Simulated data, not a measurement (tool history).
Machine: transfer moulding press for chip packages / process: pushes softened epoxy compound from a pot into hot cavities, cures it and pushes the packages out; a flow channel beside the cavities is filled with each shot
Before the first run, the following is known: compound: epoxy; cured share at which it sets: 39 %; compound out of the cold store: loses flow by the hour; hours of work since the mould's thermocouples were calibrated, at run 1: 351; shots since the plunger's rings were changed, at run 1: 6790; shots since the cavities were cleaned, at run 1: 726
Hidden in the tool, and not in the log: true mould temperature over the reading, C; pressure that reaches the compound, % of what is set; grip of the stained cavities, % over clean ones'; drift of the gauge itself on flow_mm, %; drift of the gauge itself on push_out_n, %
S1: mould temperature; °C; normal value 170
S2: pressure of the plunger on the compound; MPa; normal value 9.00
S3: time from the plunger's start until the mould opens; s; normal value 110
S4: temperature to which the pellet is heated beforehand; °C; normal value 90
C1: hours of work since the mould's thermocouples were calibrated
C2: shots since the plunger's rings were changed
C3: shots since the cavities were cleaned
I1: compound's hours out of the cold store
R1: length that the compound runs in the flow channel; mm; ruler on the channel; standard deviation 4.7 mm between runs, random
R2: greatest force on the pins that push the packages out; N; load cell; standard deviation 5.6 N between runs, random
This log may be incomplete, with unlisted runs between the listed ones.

run 1 hour=0.0 | S1=170 S2=9.00 S3=110 S4=90 | C1=351 C2=6790 C3=726 | I1=27.4 | R1=858 R2=190
-- hour=7.1 plunger's sealing rings changed
run 2 hour=10.4 | S1=170 S2=9.00 S3=110 S4=90 | C1=356 C2=35 C3=809 | I1=36.2 | R1=830 R2=192
run 3 hour=21.6 | S1=170 S2=9.00 S3=110 S4=90 | C1=363 C2=153 C3=927 | I1=21.0 | R1=883 R2=196
-- hour=26.1 cavities cleaned with cleaning compound and waxed
run 4 hour=35.5 | S1=170 S2=9.00 S3=110 S4=90 | C1=370 C2=284 C3=99 | I1=44.9 | R1=797 R2=181
run 5 hour=47.3 | S1=170 S2=9.00 S3=110 S4=90 | C1=377 C2=409 C3=224 | I1=8.8 | R1=936 R2=207
run 6 hour=59.9 | S1=170 S2=9.00 S3=110 S4=90 | C1=385 C2=541 C3=356 | I1=32.5 | R1=845 R2=190
run 7 hour=73.4 | S1=170 S2=9.00 S3=110 S4=90 | C1=393 C2=684 C3=499 | I1=38.8 | R1=819 R2=182
run 8 hour=81.9 | S1=170 S2=9.00 S3=110 S4=90 | C1=398 C2=773 C3=588 | I1=27.9 | R1=863 R2=189
run 9 hour=91.6 | S1=170 S2=9.00 S3=110 S4=90 | C1=404 C2=876 C3=691 | I1=42.9 | R1=808 R2=198
run 10 hour=105.4 | S1=173 S2=9.00 S3=110 S4=90 | C1=412 C2=1022 C3=837 | I1=35.3 | R1=822 R2=169
run 11 hour=113.4 | S1=173 S2=9.00 S3=110 S4=90 | C1=417 C2=1106 C3=921 | I1=42.5 | R1=796 R2=170
-- hour=118.8 cavities cleaned with cleaning compound and waxed
run 12 hour=125.0 | S1=163 S2=10.50 S3=133 S4=90 | C1=423 C2=1212 C3=66 | I1=19.9 | R1=1001 R2=209
run 13 hour=132.2 | S1=165 S2=9.00 S3=118 S4=90 | C1=428 C2=1288 C3=142 | I1=45.5 | R1=817 R2=216
run 14 hour=141.5 | S1=165 S2=6.93 S3=118 S4=99 | C1=433 C2=1386 C3=240 | I1=39.5 | R1=729 R2=213
-- hour=149.8 mould's thermocouples calibrated
run 15 hour=150.7 | S1=165 S2=6.93 S3=118 S4=99 | C1=1 C2=1462 C3=316 | I1=11.3 | R1=836 R2=243
run 16 hour=163.5 | S1=165 S2=6.93 S3=118 S4=99 | C1=8 C2=1597 C3=451 | I1=32.2 | R1=761 R2=217
run 17 hour=175.2 | S1=169 S2=7.15 S3=118 S4=99 | C1=15 C2=1720 C3=574 | I1=34.9 | R1=748 R2=175
run 18 hour=182.4 | S1=164 S2=9.00 S3=107 S4=93 | C1=20 C2=1796 C3=650 | I1=20.6 | R1=916 R2=318
run 19 hour=197.0 | S1=170 S2=9.00 S3=112 S4=90 | C1=29 C2=1950 C3=804 | I1=12.2 | R1=917 R2=193

Consider 5 possible next runs. They are alternatives, not a sequence: every one starts from the tool as it was left by run 19. What does each give?
run A hour=207.1 | S1=170 S2=9.00 S3=106 S4=91 | C1=35 C2=2057 C3=911 | I1=13.6 | R1=? R2=?
run B hour=207.1 | S1=170 S2=10.27 S3=96 S4=93 | C1=35 C2=2057 C3=911 | I1=39.2 | R1=? R2=?
run C hour=207.1 | S1=174 S2=8.71 S3=110 S4=93 | C1=35 C2=2057 C3=911 | I1=23.2 | R1=? R2=?
run D hour=207.1 | S1=174 S2=9.00 S3=98 S4=90 | C1=35 C2=2057 C3=911 | I1=36.9 | R1=? R2=?
run E hour=207.1 | S1=169 S2=8.56 S3=108 S4=90 | C1=35 C2=2057 C3=911 | I1=28.5 | R1=? R2=?

run=A R1=919 R2=198
run=B R1=880 R2=224
run=C R1=847 R2=163
run=D R1=812 R2=170
run=E R1=844 R2=206
Had the tool no hidden state, the same runs would have come out as:
run=A R1=920 R2=195
run=B R1=880 R2=221
run=C R1=848 R2=160
run=D R1=813 R2=168
run=E R1=844 R2=204
